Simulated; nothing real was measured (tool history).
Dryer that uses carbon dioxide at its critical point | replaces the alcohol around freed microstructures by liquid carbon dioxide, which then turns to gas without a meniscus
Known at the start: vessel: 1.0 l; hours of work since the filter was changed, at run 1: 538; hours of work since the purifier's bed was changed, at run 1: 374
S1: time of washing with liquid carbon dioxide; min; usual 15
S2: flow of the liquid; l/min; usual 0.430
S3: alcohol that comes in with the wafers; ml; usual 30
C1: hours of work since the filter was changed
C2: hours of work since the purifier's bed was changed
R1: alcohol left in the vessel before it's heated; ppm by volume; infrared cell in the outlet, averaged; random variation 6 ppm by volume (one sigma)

| run | hour | S1 | S2 | S3 | C1 | C2 | R1 |
|---|---|---|---|---|---|---|---|
| 1 | 0.0 | 15 | 0.430 | 30 | 538 | 374 | 565 |
| 2 | 12.4 | 15 | 0.430 | 30 | 546 | 382 | 571 |
| 3 | 22.0 | 15 | 0.430 | 30 | 552 | 388 | 578 |
|  | 24.2 | inlet filter changed |
| 4 | 36.2 | 15 | 0.430 | 30 | 8 | 397 | 339 |
| 5 | 50.6 | 15 | 0.430 | 30 | 17 | 406 | 345 |
| 6 | 61.6 | 15 | 0.430 | 30 | 25 | 414 | 354 |
| 7 | 70.2 | 15 | 0.430 | 30 | 30 | 419 | 365 |
| 8 | 85.7 | 15 | 0.430 | 30 | 40 | 429 | 359 |
| 9 | 95.6 | 15 | 0.430 | 30 | 47 | 436 | 353 |
| 10 | 109.2 | 15 | 0.430 | 30 | 56 | 445 | 371 |
| 11 | 123.0 | 15 | 0.430 | 30 | 65 | 454 | 390 |
| 12 | 136.2 | 15 | 0.430 | 30 | 73 | 462 | 375 |
| 13 | 144.7 | 15 | 0.430 | 30 | 79 | 468 | 384 |
| 14 | 155.0 | 15 | 0.430 | 30 | 86 | 475 | 387 |
| 15 | 170.2 | 15 | 0.430 | 30 | 96 | 485 | 400 |
| 16 | 183.1 | 15 | 0.430 | 30 | 104 | 493 | 411 |
| 17 | 197.9 | 15 | 0.430 | 30 | 114 | 503 | 419 |
| 18 | 209.3 | 15 | 0.430 | 30 | 121 | 510 | 425 |
| 19 | 220.5 | 22 | 0.430 | 30 | 129 | 518 | 196 |
| 20 | 231.4 | 22 | 0.430 | 30 | 136 | 525 | 201 |
| 21 | 238.7 | 22 | 0.430 | 30 | 141 | 529 | 206 |
| 22 | 248.8 | 14 | 0.483 | 21 | 147 | 536 | 333 |
| 23 | 258.5 | 14 | 0.483 | 21 | 153 | 542 | 332 |
| 24 | 272.9 | 14 | 0.483 | 21 | 163 | 552 | 341 |

Forecast run 25:
| 25 | 282.1 | 11 | 0.430 | 30 | 169 | 558 | ? |

R1: 1157 ppm by volume
Without the tool's hidden state the same run would have given R1 823 ppm by volume.
